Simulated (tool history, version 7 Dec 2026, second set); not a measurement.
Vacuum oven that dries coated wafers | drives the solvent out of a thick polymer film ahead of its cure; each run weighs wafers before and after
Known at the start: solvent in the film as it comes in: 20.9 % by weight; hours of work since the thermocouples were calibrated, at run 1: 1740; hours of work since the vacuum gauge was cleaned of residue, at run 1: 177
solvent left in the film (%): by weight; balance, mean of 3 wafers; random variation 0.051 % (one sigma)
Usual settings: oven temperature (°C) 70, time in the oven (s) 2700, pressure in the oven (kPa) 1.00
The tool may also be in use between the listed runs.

run,hour,oven temperature (°C),time in the oven (s),pressure in the oven (kPa),hours of work since the thermocouples were calibrated,hours of work since the vacuum gauge was cleaned of residue,solvent left in the film (%)
1,0.0,70,2700,1.00,1740,177,1.63
2,14.1,70,2700,1.31,1748,186,1.81
3,22.9,70,2700,1.31,1753,191,1.81
4,34.6,70,2700,1.00,1760,198,1.72
5,46.6,70,2700,1.00,1767,205,1.66
6,53.3,70,2700,1.00,1771,209,1.64
# hour 59.3: oven's thermocouples calibrated
7,67.4,70,2700,1.00,5,216,1.28
8,78.2,70,2700,1.00,11,222,1.35
9,83.9,70,2700,1.00,14,226,1.34
10,97.2,70,2700,1.00,22,233,1.31
11,103.1,70,2700,1.00,26,237,1.38
12,115.8,70,2700,1.00,33,244,1.39
13,128.6,70,2700,1.00,41,252,1.29
14,137.3,70,1560,1.00,46,257,3.37
15,149.5,70,2700,1.00,53,264,1.39
16,162.0,70,2700,1.00,60,271,1.35
17,170.0,70,2700,1.49,65,276,1.68
18,181.9,78,3480,1.90,72,283,0.80
19,189.1,58,1740,0.84,76,287,8.03
20,200.7,58,1740,0.84,83,294,8.04
21,209.2,68,2700,3.13,88,299,3.06
22,223.1,68,2700,3.13,96,307,3.02
23,233.8,68,3900,1.00,103,314,1.04
24,245.4,58,2400,0.58,109,320,6.01
25,251.4,58,2400,0.81,113,324,6.22
26,259.2,79,4380,2.02,117,328,0.84
27,271.1,74,2700,0.67,124,335,0.65
28,283.7,74,2700,0.67,132,343,0.71
29,296.1,79,2700,0.67,139,350,0.40
30,301.8,79,2700,0.67,143,354,0.34
31,310.4,56,3060,1.00,148,359,5.92
32,321.2,56,1440,0.83,154,365,10.29
33,328.6,65,4080,1.77,158,369,1.96
34,334.8,65,4080,1.77,162,373,1.92

Forecast each of these 4 alternatives for the next run:
A,344.1,56,4080,3.46,167,378,?
B,344.1,59,1740,0.74,167,378,?
C,344.1,56,2280,1.22,167,378,?
D,344.1,60,3900,1.23,167,378,?

run,solvent left in the film (%)
A,6.59
B,7.38
C,7.76
D,3.12
Without the tool's hidden state the same runs would have given:
run,solvent left in the film (%)
A,6.11
B,6.93
C,7.29
D,2.76

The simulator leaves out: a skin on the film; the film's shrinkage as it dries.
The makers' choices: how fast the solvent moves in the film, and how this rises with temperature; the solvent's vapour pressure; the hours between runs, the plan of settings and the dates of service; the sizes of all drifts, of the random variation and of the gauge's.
